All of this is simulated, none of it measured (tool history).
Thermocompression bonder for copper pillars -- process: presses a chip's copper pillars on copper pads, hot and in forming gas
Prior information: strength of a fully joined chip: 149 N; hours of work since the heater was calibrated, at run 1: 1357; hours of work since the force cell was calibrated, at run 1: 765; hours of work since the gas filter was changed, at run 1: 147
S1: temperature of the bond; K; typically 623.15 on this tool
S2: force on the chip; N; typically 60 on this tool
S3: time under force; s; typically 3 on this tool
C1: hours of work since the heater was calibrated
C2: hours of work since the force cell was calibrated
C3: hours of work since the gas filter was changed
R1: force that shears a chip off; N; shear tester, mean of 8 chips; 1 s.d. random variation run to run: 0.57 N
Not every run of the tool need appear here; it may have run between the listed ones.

| run | hour | S1 | S2 | S3 | C1 | C2 | C3 | R1 |
|---|---|---|---|---|---|---|---|---|
| 1 | 0.0 | 623.15 | 60 | 3 | 1357 | 765 | 147 | 85.0 |
|  | 27.2 | heater calibrated with a thermocouple chip |
| 2 | 65.1 | 623.15 | 74 | 3 | 19 | 797 | 178 | 98.6 |
| 3 | 135.9 | 623.15 | 74 | 3 | 55 | 833 | 214 | 99.2 |
| 4 | 197.3 | 623.15 | 50 | 3 | 85 | 863 | 244 | 74.9 |
| 5 | 267.9 | 623.15 | 50 | 3 | 121 | 899 | 280 | 73.2 |
| 6 | 338.9 | 599.15 | 50 | 3 | 156 | 934 | 316 | 56.5 |
| 7 | 424.7 | 599.15 | 39 | 3 | 199 | 977 | 359 | 43.8 |
| 8 | 507.7 | 599.15 | 39 | 3 | 241 | 1019 | 400 | 44.3 |
| 9 | 584.6 | 599.15 | 39 | 3 | 279 | 1058 | 439 | 44.5 |
| 10 | 629.8 | 599.15 | 39 | 3 | 302 | 1080 | 461 | 44.3 |
| 11 | 690.0 | 599.15 | 51 | 3 | 332 | 1110 | 492 | 57.7 |
|  | 696.2 | forming gas filter changed |
| 12 | 772.9 | 600.15 | 43 | 3 | 374 | 1152 | 38 | 49.3 |
| 13 | 817.5 | 600.15 | 80 | 4 | 396 | 1174 | 61 | 94.1 |
| 14 | 864.3 | 600.15 | 80 | 4 | 420 | 1198 | 84 | 92.2 |
| 15 | 936.4 | 642.15 | 44 | 3 | 456 | 1234 | 120 | 78.4 |
| 16 | 971.6 | 642.15 | 44 | 3 | 473 | 1251 | 138 | 79.5 |
| 17 | 1047.8 | 647.15 | 71 | 3 | 512 | 1290 | 176 | 113.4 |
| 18 | 1094.6 | 630.15 | 79 | 3 | 535 | 1313 | 200 | 107.8 |
| 19 | 1150.8 | 623.15 | 48 | 2 | 563 | 1341 | 228 | 61.0 |
| 20 | 1195.0 | 623.15 | 48 | 2 | 585 | 1363 | 250 | 61.1 |
| 21 | 1278.4 | 623.15 | 48 | 2 | 627 | 1405 | 292 | 60.7 |
| 22 | 1338.2 | 623.15 | 48 | 2 | 657 | 1435 | 322 | 60.7 |

Alternative continuations, all from the tool just after run 22; predict every row:
| A | 1398.0 | 619.15 | 81 | 4 | 687 | 1465 | 352 | ? |
| B | 1398.0 | 643.15 | 61 | 3 | 687 | 1465 | 352 | ? |
| C | 1398.0 | 608.15 | 50 | 3 | 687 | 1465 | 352 | ? |
| D | 1398.0 | 623.15 | 48 | 3 | 687 | 1465 | 352 | ? |
| E | 1398.0 | 602.15 | 60 | 3 | 687 | 1465 | 352 | ? |

| run | R1 |
|---|---|
| A | 110.3 |
| B | 101.2 |
| C | 63.2 |
| D | 71.5 |
| E | 69.8 |
With the hidden condition removed and each run's random variation left untouched, the same runs would have given:
| run | R1 |
|---|---|
| A | 110.4 |
| B | 101.2 |
| C | 63.2 |
| D | 71.6 |
| E | 69.8 |
